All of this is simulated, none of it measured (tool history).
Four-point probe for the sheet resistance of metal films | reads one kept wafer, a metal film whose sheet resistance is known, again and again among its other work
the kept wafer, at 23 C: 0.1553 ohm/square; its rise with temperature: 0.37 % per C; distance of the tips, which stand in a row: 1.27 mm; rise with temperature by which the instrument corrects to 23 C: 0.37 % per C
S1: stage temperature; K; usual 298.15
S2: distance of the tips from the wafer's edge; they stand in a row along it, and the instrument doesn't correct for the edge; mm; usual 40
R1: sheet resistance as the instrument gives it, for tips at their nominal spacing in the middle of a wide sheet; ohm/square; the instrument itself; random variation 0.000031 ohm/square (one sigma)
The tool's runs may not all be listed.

Run 1, hour 0.0: usual settings. Result: R1 0.156119 ohm/square.
Run 2, hour 55.2: usual settings but S1 293.15 K. Result: R1 0.156167 ohm/square.
Run 3, hour 100.5: usual settings. Result: R1 0.156175 ohm/square.
Run 4, hour 135.2: usual settings but S2 3 mm. Result: R1 0.169804 ohm/square.
Run 5, hour 162.0: usual settings but S2 3 mm. Result: R1 0.169733 ohm/square.
Run 6, hour 198.9: usual settings but S2 3 mm. Result: R1 0.169763 ohm/square.
Run 7, hour 243.4: usual settings but S2 3 mm. Result: R1 0.169895 ohm/square.
Run 8, hour 298.3: usual settings. Result: R1 0.156315 ohm/square.
Run 9, hour 338.1: usual settings but S1 294.15 K. Result: R1 0.156374 ohm/square.
Run 10, hour 367.4: usual settings but S1 306.15 K, S2 4 mm. Result: R1 0.164383 ohm/square.
Run 11, hour 395.8: usual settings but S1 293.15 K, S2 4 mm. Result: R1 0.164324 ohm/square.
Run 12, hour 440.9: usual settings but S1 296.15 K, S2 56 mm. Result: R1 0.156428 ohm/square.
Run 13, hour 493.4: usual settings but S1 296.15 K, S2 56 mm. Result: R1 0.156431 ohm/square.
Run 14, hour 531.4: usual settings but S1 295.15 K, S2 31 mm. Result: R1 0.156607 ohm/square.
Run 15, hour 575.5: usual settings but S1 295.15 K, S2 6 mm. Result: R1 0.160123 ohm/square.
At hour 581.2: stage's thermometer calibrated.
Run 16, hour 631.0: usual settings but S1 293.15 K, S2 4 mm. Result: R1 0.164917 ohm/square.
Run 17, hour 662.1: usual settings but S1 293.15 K, S2 4 mm. Result: R1 0.164962 ohm/square.
At hour 692.0: new probe head fitted.
Run 18, hour 702.2: usual settings but S1 293.15 K, S2 4 mm. Result: R1 0.162539 ohm/square.

5 ways to go on from here, each from the tool as it stands after run 18. What would each give?
Run A, hour 751.3: usual settings but S1 307.15 K, S2 54 mm. Result: R1 ?.
Run B, hour 751.3: usual settings but S1 306.15 K, S2 6 mm. Result: R1 ?.
Run C, hour 751.3: usual settings but S1 300.15 K, S2 18 mm. Result: R1 ?.
Run D, hour 751.3: usual settings but S2 6 mm. Result: R1 ?.
Run E, hour 751.3: usual settings but S1 307.15 K, S2 10 mm. Result: R1 ?.

run        R1
  A  0.154677
  B  0.158296
  C  0.155056
  D  0.158284
  E  0.155997
Without the tool's hidden state the same runs would have given:
run        R1
  A  0.155344
  B  0.158977
  C  0.155725
  D  0.158966
  E  0.156669
